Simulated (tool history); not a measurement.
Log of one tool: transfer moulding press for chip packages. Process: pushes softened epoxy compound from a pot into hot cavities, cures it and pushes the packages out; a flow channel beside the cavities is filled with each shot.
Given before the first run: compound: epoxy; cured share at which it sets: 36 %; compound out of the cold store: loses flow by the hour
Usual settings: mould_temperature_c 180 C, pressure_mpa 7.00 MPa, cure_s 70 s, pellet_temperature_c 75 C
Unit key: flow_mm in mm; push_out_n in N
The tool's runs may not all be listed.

run     day  mould_temperature_c  pressure_mpa  cure_s  pellet_temperature_c  incoming compound's hours out of the cold store  flow_mm  push_out_n
  1   0.000                  180          7.00      70                    75                                             46.5      861         755
  2   0.388                  180          7.00      70                    75                                             44.7      862         887
  3   0.846                  180          7.00      70                    75                                             10.8      953        1061
  4   1.071                  180          7.00      70                    75                                             30.3      893        1046
  5   1.417                  180          7.00      70                    75                                             45.7      854        1104
      1.500  -- cavities cleaned with cleaning compound and waxed
  6   1.783                  180          7.00      70                    75                                             14.3      908        1415
  7   2.054                  180          7.00      70                    75                                             15.9      920        1340
  8   2.500                  180          7.00      70                    75                                             22.0      897        1235
  9   2.875                  180          7.00      70                    75                                             14.6      896        1285
 10   3.371                  180          7.00      70                    75                                             42.4      855        1136
 11   3.675                  180          7.00      70                    75                                             19.7      883        1283
      3.762  -- cavities cleaned with cleaning compound and waxed
      4.296  -- cavities cleaned with cleaning compound and waxed, once more
 12   4.296                  180          7.00      70                    75                                             41.6      845         517
 13   4.771                  180          7.00      70                    75                                             45.5      826         715
 14   5.271                  180          7.00      85                    75                                             46.0      816         693
 15   5.729                  180          7.00      73                    75                                             31.8      850         928
      6.129  -- plunger's sealing rings changed
 16   6.196                  180          7.00      70                    76                                             18.6     1002        1090
 17   6.450                  180          7.00      70                    76                                             24.5      984        1108
      6.688  -- cavities cleaned with cleaning compound and waxed
 18   6.812                  180          7.00      70                    76                                             25.8      988         604
 19   7.167                  186          7.00      70                    72                                             15.0      986         582
 20   7.383                  186          5.51      71                    72                                             40.2      827         644
 21   7.788                  186          5.51      71                    72                                             12.0      875         706
 22   8.179                  186          5.51      72                    72                                             40.4      828         739
 23   8.571                  181          5.51      73                    68                                             44.4      823         897
 24   8.833                  181          8.21      73                    68                                             11.5     1085        1004
      8.979  -- cavities cleaned with cleaning compound and waxed
 25   9.208                  181          6.47      84                    68                                             17.5      930         496
 26   9.583                  173          7.47      71                    66                                             11.7     1051        1443
 27   9.812                  173          7.47      71                    66                                             36.1      991        1506
 28  10.188                  174          7.51      70                    66                                              8.9     1069        1642
 29  10.467                  174          7.51      70                    66                                             18.7     1033        1688

What if the next run were any one of these 3? Each begins from the tool's condition after run 29:
  A  10.746                  186          7.51      70                    66                                             28.5        ?           ?
  B  10.746                  184          5.30      70                    68                                             16.5        ?           ?
  C  10.746                  174          7.40      69                    85                                             15.9        ?           ?

run  flow_mm  push_out_n
  A      967         791
  B      831         897
  C     1037        1749
The same runs, with their run-to-run variation unchanged, on a tool lacking any hidden condition would have given:
run  flow_mm  push_out_n
  A     1000         374
  B      860         415
  C     1072         790
